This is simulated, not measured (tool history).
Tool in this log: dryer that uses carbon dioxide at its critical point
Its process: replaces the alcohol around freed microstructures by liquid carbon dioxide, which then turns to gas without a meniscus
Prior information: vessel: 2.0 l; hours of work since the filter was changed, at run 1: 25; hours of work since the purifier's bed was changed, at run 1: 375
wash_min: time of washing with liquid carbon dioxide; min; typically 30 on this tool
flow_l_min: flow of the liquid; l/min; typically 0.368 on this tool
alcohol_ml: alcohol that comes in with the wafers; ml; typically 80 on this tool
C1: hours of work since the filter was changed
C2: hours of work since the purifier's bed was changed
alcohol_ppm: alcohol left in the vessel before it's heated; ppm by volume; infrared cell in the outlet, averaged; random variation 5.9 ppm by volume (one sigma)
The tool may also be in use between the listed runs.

run 1 hour=0.0 | wash_min=30 flow_l_min=0.368 alcohol_ml=80 | C1=25 C2=375 | alcohol_ppm=293
run 2 hour=28.7 | wash_min=30 flow_l_min=0.405 alcohol_ml=80 | C1=38 C2=388 | alcohol_ppm=195
run 3 hour=61.7 | wash_min=30 flow_l_min=0.405 alcohol_ml=80 | C1=52 C2=402 | alcohol_ppm=193
run 4 hour=81.1 | wash_min=34 flow_l_min=0.368 alcohol_ml=80 | C1=61 C2=411 | alcohol_ppm=187
run 5 hour=106.7 | wash_min=30 flow_l_min=0.368 alcohol_ml=62 | C1=72 C2=422 | alcohol_ppm=255
run 6 hour=133.3 | wash_min=30 flow_l_min=0.368 alcohol_ml=30 | C1=84 C2=434 | alcohol_ppm=162
run 7 hour=168.1 | wash_min=30 flow_l_min=0.368 alcohol_ml=30 | C1=99 C2=449 | alcohol_ppm=186
run 8 hour=192.8 | wash_min=30 flow_l_min=0.368 alcohol_ml=80 | C1=110 C2=460 | alcohol_ppm=330
run 9 hour=221.2 | wash_min=30 flow_l_min=0.368 alcohol_ml=80 | C1=123 C2=473 | alcohol_ppm=334
run 10 hour=244.9 | wash_min=30 flow_l_min=0.368 alcohol_ml=80 | C1=134 C2=483 | alcohol_ppm=326
run 11 hour=269.1 | wash_min=30 flow_l_min=0.368 alcohol_ml=80 | C1=144 C2=494 | alcohol_ppm=343
run 12 hour=302.4 | wash_min=30 flow_l_min=0.368 alcohol_ml=80 | C1=159 C2=509 | alcohol_ppm=348
run 13 hour=331.2 | wash_min=20 flow_l_min=0.335 alcohol_ml=80 | C1=172 C2=522 | alcohol_ppm=1931
run 14 hour=365.4 | wash_min=20 flow_l_min=0.624 alcohol_ml=54 | C1=187 C2=537 | alcohol_ppm=171
run 15 hour=383.6 | wash_min=18 flow_l_min=0.461 alcohol_ml=75 | C1=195 C2=545 | alcohol_ppm=950
run 16 hour=399.1 | wash_min=33 flow_l_min=0.275 alcohol_ml=80 | C1=202 C2=552 | alcohol_ppm=805
run 17 hour=414.9 | wash_min=31 flow_l_min=0.368 alcohol_ml=80 | C1=209 C2=559 | alcohol_ppm=347
run 18 hour=432.1 | wash_min=43 flow_l_min=0.591 alcohol_ml=80 | C1=217 C2=566 | alcohol_ppm=107
run 19 hour=456.3 | wash_min=38 flow_l_min=0.437 alcohol_ml=76 | C1=227 C2=577 | alcohol_ppm=132
run 20 hour=486.3 | wash_min=38 flow_l_min=0.437 alcohol_ml=76 | C1=241 C2=591 | alcohol_ppm=129
run 21 hour=507.9 | wash_min=34 flow_l_min=0.573 alcohol_ml=31 | C1=250 C2=600 | alcohol_ppm=113
run 22 hour=539.6 | wash_min=30 flow_l_min=0.267 alcohol_ml=25 | C1=264 C2=614 | alcohol_ppm=470
run 23 hour=564.5 | wash_min=19 flow_l_min=0.502 alcohol_ml=31 | C1=275 C2=625 | alcohol_ppm=324
run 24 hour=586.2 | wash_min=19 flow_l_min=0.502 alcohol_ml=31 | C1=285 C2=635 | alcohol_ppm=328

Predict each of these 5 candidate next runs independently; none follows another, all start after run 24:
run A hour=615.3 | wash_min=20 flow_l_min=0.226 alcohol_ml=80 | C1=298 C2=648 | alcohol_ppm=?
run B hour=615.3 | wash_min=30 flow_l_min=0.368 alcohol_ml=80 | C1=298 C2=648 | alcohol_ppm=?
run C hour=615.3 | wash_min=30 flow_l_min=0.393 alcohol_ml=80 | C1=298 C2=648 | alcohol_ppm=?
run D hour=615.3 | wash_min=34 flow_l_min=0.399 alcohol_ml=50 | C1=298 C2=648 | alcohol_ppm=?
run E hour=615.3 | wash_min=18 flow_l_min=0.558 alcohol_ml=31 | C1=298 C2=648 | alcohol_ppm=?

run=A alcohol_ppm=5556
run=B alcohol_ppm=427
run=C alcohol_ppm=339
run=D alcohol_ppm=181
run=E alcohol_ppm=286
The same runs, with their run-to-run variation unchanged, on a tool lacking any hidden condition would have given:
run=A alcohol_ppm=4728
run=B alcohol_ppm=222
run=C alcohol_ppm=152
run=D alcohol_ppm=41
run=E alcohol_ppm=122
